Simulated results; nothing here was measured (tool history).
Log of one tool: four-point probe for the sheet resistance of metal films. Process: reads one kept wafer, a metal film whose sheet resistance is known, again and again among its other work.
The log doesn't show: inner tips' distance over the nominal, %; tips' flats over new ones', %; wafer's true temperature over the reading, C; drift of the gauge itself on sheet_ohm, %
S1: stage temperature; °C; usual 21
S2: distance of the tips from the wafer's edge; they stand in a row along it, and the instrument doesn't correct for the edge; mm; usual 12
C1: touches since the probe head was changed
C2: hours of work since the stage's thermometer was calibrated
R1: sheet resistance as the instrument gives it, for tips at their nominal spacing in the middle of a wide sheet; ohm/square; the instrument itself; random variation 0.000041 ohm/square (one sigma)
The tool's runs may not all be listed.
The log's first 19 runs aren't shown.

| run | hour | S1 | S2 | C1 | C2 | R1 |
|---|---|---|---|---|---|---|
| 20 | 483.8 | 26 | 12 | 44813 | 1465 | 0.205609 |
| 21 | 511.4 | 26 | 12 | 45637 | 1484 | 0.205573 |
| 22 | 527.0 | 21 | 12 | 46102 | 1494 | 0.205390 |
| 23 | 559.6 | 31 | 11 | 47076 | 1516 | 0.205969 |
| 24 | 585.1 | 31 | 11 | 47836 | 1533 | 0.206001 |
| 25 | 612.8 | 31 | 11 | 48661 | 1551 | 0.206056 |
| 26 | 635.5 | 29 | 12 | 49338 | 1566 | 0.205685 |
| 27 | 653.1 | 29 | 12 | 49864 | 1578 | 0.205819 |
| 28 | 668.9 | 30 | 27 | 50336 | 1588 | 0.205542 |

Forecast run 29:
| 29 | 701.7 | 26 | 12 | 51312 | 1610 | ? |

{"run 29": {"R1": 0.205561}}
Without the tool's hidden state the same run would have given R1 0.206688 ohm/square.
